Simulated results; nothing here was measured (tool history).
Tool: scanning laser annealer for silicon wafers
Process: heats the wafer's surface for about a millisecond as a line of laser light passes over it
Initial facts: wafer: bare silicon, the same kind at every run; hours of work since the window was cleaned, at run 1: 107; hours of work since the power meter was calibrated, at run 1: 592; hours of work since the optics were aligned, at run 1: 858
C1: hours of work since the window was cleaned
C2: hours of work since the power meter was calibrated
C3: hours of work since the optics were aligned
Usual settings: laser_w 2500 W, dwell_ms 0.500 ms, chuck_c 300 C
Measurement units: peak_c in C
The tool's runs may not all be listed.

Run 1, hour 0.0: usual settings; C1 107; C2 592; C3 858. Result: peak_c 1024 C.
Run 2, hour 22.0: usual settings but chuck_c 280 C; C1 123; C2 608; C3 875. Result: peak_c 999 C.
Run 3, hour 47.4: usual settings but chuck_c 322 C; C1 142; C2 627; C3 893. Result: peak_c 1040 C.
Run 4, hour 63.1: usual settings but chuck_c 322 C; C1 153; C2 639; C3 905. Result: peak_c 1035 C.
At hour 82.5: optics aligned, line set to its width.
Run 5, hour 87.3: usual settings but chuck_c 322 C; C1 167; C2 653; C3 4. Result: peak_c 1049 C.
Run 6, hour 118.4: usual settings but chuck_c 322 C; C1 190; C2 676; C3 26. Result: peak_c 1046 C.
Run 7, hour 137.3: usual settings but chuck_c 322 C; C1 204; C2 690; C3 40. Result: peak_c 1045 C.
Run 8, hour 157.3: usual settings but chuck_c 322 C; C1 219; C2 704; C3 55. Result: peak_c 1040 C.
Run 9, hour 188.1: usual settings but chuck_c 322 C; C1 242; C2 727; C3 78. Result: peak_c 1037 C.
Run 10, hour 205.6: usual settings but laser_w 2189 W, dwell_ms 0.554 ms; C1 255; C2 740; C3 91. Result: peak_c 936 C.
Run 11, hour 222.0: usual settings but laser_w 2189 W, dwell_ms 0.554 ms, chuck_c 288 C; C1 267; C2 752; C3 103. Result: peak_c 921 C.
Run 12, hour 250.7: usual settings but laser_w 2189 W, dwell_ms 0.554 ms, chuck_c 288 C; C1 288; C2 773; C3 124. Result: peak_c 920 C.
Run 13, hour 281.6: usual settings but laser_w 2715 W, dwell_ms 0.554 ms, chuck_c 336 C; C1 311; C2 796; C3 147. Result: peak_c 1149 C.

Hidden state or all else? Some run-to-run changes of peak_c, split into what the settings, what came in and random variation would give without the hidden state, and what is left for the hidden state (with any gauge scatter that isn't in both results):
What the log doesn't record here: light that passes the window, % of a clean one's; laser's true power over the reading, %; width of the line over the set one, %; drift of the gauge itself on peak_c, C.
Run 12 -> 13: laser_w 2189 -> 2715, chuck_c 288 -> 336. peak_c +229 C: hidden state -16, all else +245.

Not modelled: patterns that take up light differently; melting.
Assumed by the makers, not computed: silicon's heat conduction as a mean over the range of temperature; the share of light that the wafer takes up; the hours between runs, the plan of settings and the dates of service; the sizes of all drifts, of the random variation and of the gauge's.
